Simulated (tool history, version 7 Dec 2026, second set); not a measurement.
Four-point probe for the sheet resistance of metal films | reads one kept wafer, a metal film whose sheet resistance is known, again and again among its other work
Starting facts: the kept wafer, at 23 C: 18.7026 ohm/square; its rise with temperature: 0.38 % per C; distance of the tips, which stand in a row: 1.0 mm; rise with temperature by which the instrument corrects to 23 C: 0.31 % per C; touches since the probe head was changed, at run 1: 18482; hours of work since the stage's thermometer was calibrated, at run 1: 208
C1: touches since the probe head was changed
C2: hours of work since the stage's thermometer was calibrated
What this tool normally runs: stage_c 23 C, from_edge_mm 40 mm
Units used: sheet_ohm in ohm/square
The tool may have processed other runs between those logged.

{"run": 1, "hour": 0.0, "stage_c": 23, "from_edge_mm": 40, "C1": 18482, "C2": 208, "sheet_ohm": 18.71637}
{"run": 2, "hour": 64.6, "stage_c": 23, "from_edge_mm": 40, "C1": 20546, "C2": 255, "sheet_ohm": 18.720994}
{"run": 3, "hour": 118.5, "stage_c": 23, "from_edge_mm": 40, "C1": 22273, "C2": 295, "sheet_ohm": 18.704124}
{"run": 4, "hour": 217.6, "stage_c": 23, "from_edge_mm": 7, "C1": 25439, "C2": 367, "sheet_ohm": 18.900326}
{"run": 5, "hour": 308.0, "stage_c": 20, "from_edge_mm": 7, "C1": 28330, "C2": 433, "sheet_ohm": 18.865883}
{"run": 6, "hour": 383.0, "stage_c": 20, "from_edge_mm": 7, "C1": 30728, "C2": 488, "sheet_ohm": 18.867136}
{"run": 7, "hour": 447.0, "stage_c": 33, "from_edge_mm": 7, "C1": 32775, "C2": 535, "sheet_ohm": 19.039919}
{"run": 8, "hour": 551.2, "stage_c": 23, "from_edge_mm": 40, "C1": 36107, "C2": 611, "sheet_ohm": 18.704598}
{"run": 9, "hour": 597.4, "stage_c": 23, "from_edge_mm": 17, "C1": 37583, "C2": 645, "sheet_ohm": 18.739194}
{"run": 10, "hour": 701.2, "stage_c": 23, "from_edge_mm": 17, "C1": 40902, "C2": 721, "sheet_ohm": 18.732379}
{"run": 11, "hour": 772.8, "stage_c": 30, "from_edge_mm": 40, "C1": 43192, "C2": 773, "sheet_ohm": 18.799233}
{"run": 12, "hour": 835.3, "stage_c": 30, "from_edge_mm": 40, "C1": 45190, "C2": 819, "sheet_ohm": 18.805968}
{"run": 13, "hour": 911.3, "stage_c": 30, "from_edge_mm": 40, "C1": 47619, "C2": 874, "sheet_ohm": 18.799385}
{"run": 14, "hour": 1002.5, "stage_c": 30, "from_edge_mm": 40, "C1": 50536, "C2": 941, "sheet_ohm": 18.803694}
{"run": 15, "hour": 1049.2, "stage_c": 23, "from_edge_mm": 40, "C1": 52030, "C2": 975, "sheet_ohm": 18.70078}
{"run": 16, "hour": 1096.7, "stage_c": 23, "from_edge_mm": 40, "C1": 53550, "C2": 1010, "sheet_ohm": 18.708199}
{"run": 17, "hour": 1172.0, "stage_c": 23, "from_edge_mm": 31, "C1": 55956, "C2": 1065, "sheet_ohm": 18.706986}
{"run": 18, "hour": 1239.6, "stage_c": 23, "from_edge_mm": 31, "C1": 58117, "C2": 1114, "sheet_ohm": 18.711708}
{"run": 19, "hour": 1323.1, "stage_c": 23, "from_edge_mm": 40, "C1": 60787, "C2": 1175, "sheet_ohm": 18.707321}
{"run": 20, "hour": 1397.4, "stage_c": 29, "from_edge_mm": 40, "C1": 63162, "C2": 1230, "sheet_ohm": 18.784269}
{"run": 21, "hour": 1453.7, "stage_c": 29, "from_edge_mm": 40, "C1": 64964, "C2": 1271, "sheet_ohm": 18.78857}
{"run": 22, "hour": 1502.4, "stage_c": 23, "from_edge_mm": 40, "C1": 66521, "C2": 1306, "sheet_ohm": 18.703897}
{"run": 23, "hour": 1583.3, "stage_c": 23, "from_edge_mm": 40, "C1": 69106, "C2": 1366, "sheet_ohm": 18.702773}
{"hour": 1595.3, "done": "new probe head fitted"}
{"run": 24, "hour": 1645.6, "stage_c": 23, "from_edge_mm": 40, "C1": 1608, "C2": 1410, "sheet_ohm": 18.710516}
{"run": 25, "hour": 1750.3, "stage_c": 20, "from_edge_mm": 30, "C1": 4953, "C2": 1487, "sheet_ohm": 18.673451}
{"run": 26, "hour": 1820.0, "stage_c": 20, "from_edge_mm": 30, "C1": 7184, "C2": 1538, "sheet_ohm": 18.672369}
{"run": 27, "hour": 1871.5, "stage_c": 28, "from_edge_mm": 5, "C1": 8830, "C2": 1576, "sheet_ohm": 19.170268}
{"run": 28, "hour": 1968.8, "stage_c": 28, "from_edge_mm": 5, "C1": 11942, "C2": 1647, "sheet_ohm": 19.16304}
{"run": 29, "hour": 2074.2, "stage_c": 29, "from_edge_mm": 26, "C1": 15311, "C2": 1724, "sheet_ohm": 18.794478}
{"hour": 2157.1, "done": "stage's thermometer calibrated"}
{"run": 30, "hour": 2161.9, "stage_c": 18, "from_edge_mm": 6, "C1": 18098, "C2": 3, "sheet_ohm": 18.910437}
{"run": 31, "hour": 2250.6, "stage_c": 18, "from_edge_mm": 6, "C1": 20935, "C2": 68, "sheet_ohm": 18.907156}
{"run": 32, "hour": 2333.9, "stage_c": 21, "from_edge_mm": 24, "C1": 23598, "C2": 129, "sheet_ohm": 18.692663}
{"run": 33, "hour": 2439.3, "stage_c": 21, "from_edge_mm": 24, "C1": 26968, "C2": 206, "sheet_ohm": 18.698869}
{"run": 34, "hour": 2546.3, "stage_c": 21, "from_edge_mm": 24, "C1": 30390, "C2": 285, "sheet_ohm": 18.688806}
{"run": 35, "hour": 2652.6, "stage_c": 22, "from_edge_mm": 4, "C1": 33789, "C2": 362, "sheet_ohm": 19.296885}
{"run": 36, "hour": 2745.2, "stage_c": 32, "from_edge_mm": 29, "C1": 36749, "C2": 430, "sheet_ohm": 18.824762}
{"run": 37, "hour": 2843.3, "stage_c": 32, "from_edge_mm": 10, "C1": 39885, "C2": 502, "sheet_ohm": 18.920934}
{"run": 38, "hour": 2914.5, "stage_c": 29, "from_edge_mm": 4, "C1": 42162, "C2": 554, "sheet_ohm": 19.392337}
{"run": 39, "hour": 2980.4, "stage_c": 19, "from_edge_mm": 6, "C1": 44269, "C2": 602, "sheet_ohm": 18.923392}
{"run": 40, "hour": 3068.4, "stage_c": 19, "from_edge_mm": 6, "C1": 47083, "C2": 666, "sheet_ohm": 18.928069}
{"run": 41, "hour": 3157.2, "stage_c": 23, "from_edge_mm": 61, "C1": 49922, "C2": 731, "sheet_ohm": 18.706913}
{"run": 42, "hour": 3201.5, "stage_c": 24, "from_edge_mm": 18, "C1": 51338, "C2": 764, "sheet_ohm": 18.748285}
{"run": 43, "hour": 3298.0, "stage_c": 33, "from_edge_mm": 19, "C1": 54424, "C2": 834, "sheet_ohm": 18.860081}
{"run": 44, "hour": 3373.9, "stage_c": 22, "from_edge_mm": 17, "C1": 56851, "C2": 890, "sheet_ohm": 18.721024}
{"run": 45, "hour": 3421.2, "stage_c": 29, "from_edge_mm": 3, "C1": 58363, "C2": 924, "sheet_ohm": 19.836893}

Across each entry between runs, compare the hidden state at the last listed run before it with the hidden state at the first listed run after it:
Runs 23 to 24: new probe head fitted (hour 1595.3)
  inner tips' distance over the nominal, %: -0.014 -> -0.003; tips' flats over new ones', %: 1 -> 0
Runs 29 to 30: stage's thermometer calibrated (hour 2157.1)
  wafer's true temperature over the reading, C: 0.01 -> 0
